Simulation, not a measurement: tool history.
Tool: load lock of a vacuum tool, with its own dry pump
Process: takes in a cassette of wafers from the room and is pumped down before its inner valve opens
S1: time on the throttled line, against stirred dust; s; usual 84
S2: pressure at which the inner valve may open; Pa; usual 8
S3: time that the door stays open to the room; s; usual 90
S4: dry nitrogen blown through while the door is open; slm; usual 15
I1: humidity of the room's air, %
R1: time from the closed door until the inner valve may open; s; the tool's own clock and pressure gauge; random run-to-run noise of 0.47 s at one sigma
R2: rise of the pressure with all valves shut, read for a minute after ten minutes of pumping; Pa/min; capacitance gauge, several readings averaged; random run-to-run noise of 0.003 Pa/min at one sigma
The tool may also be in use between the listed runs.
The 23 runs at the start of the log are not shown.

run 24 day=124.629 | S1=84 S2=8 S3=34 S4=15 | I1=47.7 | R1=186 R2=0.303
run 25 day=131.408 | S1=63 S2=8 S3=34 S4=6 | I1=44.2 | R1=169 R2=0.322
run 26 day=135.158 | S1=63 S2=8 S3=34 S4=6 | I1=45.2 | R1=170 R2=0.325
run 27 day=141.592 | S1=159 S2=8 S3=26 S4=24 | I1=46 | R1=240.9 R2=0.327
run 28 day=146.088 | S1=159 S2=8 S3=26 S4=24 | I1=42.9 | R1=241.4 R2=0.332
run 29 day=149.512 | S1=84 S2=8 S3=90 S4=15 | I1=43.6 | R1=186 R2=0.366
run 30 day=155.1 | S1=84 S2=8 S3=37 S4=45 | I1=45.5 | R1=185.3 R2=0.354
run 31 day=160.033 | S1=84 S2=8 S3=94 S4=33 | I1=46.9 | R1=186.4 R2=0.372
run 32 day=164.196 | S1=84 S2=8 S3=59 S4=29 | I1=47.4 | R1=185.9 R2=0.377
run 33 day=169.654 | S1=84 S2=14 S3=55 S4=15 | I1=42.5 | R1=179 R2=0.398
run 34 day=174.542 | S1=84 S2=14 S3=55 S4=15 | I1=44.3 | R1=177.6 R2=0.401
run 35 day=178.358 | S1=84 S2=14 S3=55 S4=15 | I1=46.7 | R1=179.1 R2=0.418
run 36 day=185.492 | S1=84 S2=9 S3=90 S4=15 | I1=41.6 | R1=185.3 R2=0.432
run 37 day=193.396 | S1=84 S2=9 S3=90 S4=10 | I1=44.9 | R1=184.9 R2=0.464

Each row is a separate what-if for the run after 37, all from the same tool condition, not one after another. Results?
run A day=196.629 | S1=84 S2=10 S3=99 S4=11 | I1=49.1 | R1=? R2=?
run B day=196.629 | S1=84 S2=9 S3=197 S4=10 | I1=44.9 | R1=? R2=?
run C day=196.629 | S1=113 S2=8 S3=90 S4=13 | I1=48 | R1=? R2=?

run=A R1=183.4 R2=0.463
run=B R1=184.9 R2=0.488
run=C R1=207.6 R2=0.467
Without the tool's unlogged condition, the same runs would have read:
run=A R1=176.6 R2=0.048
run=B R1=178.2 R2=0.073
run=C R1=201.1 R2=0.047
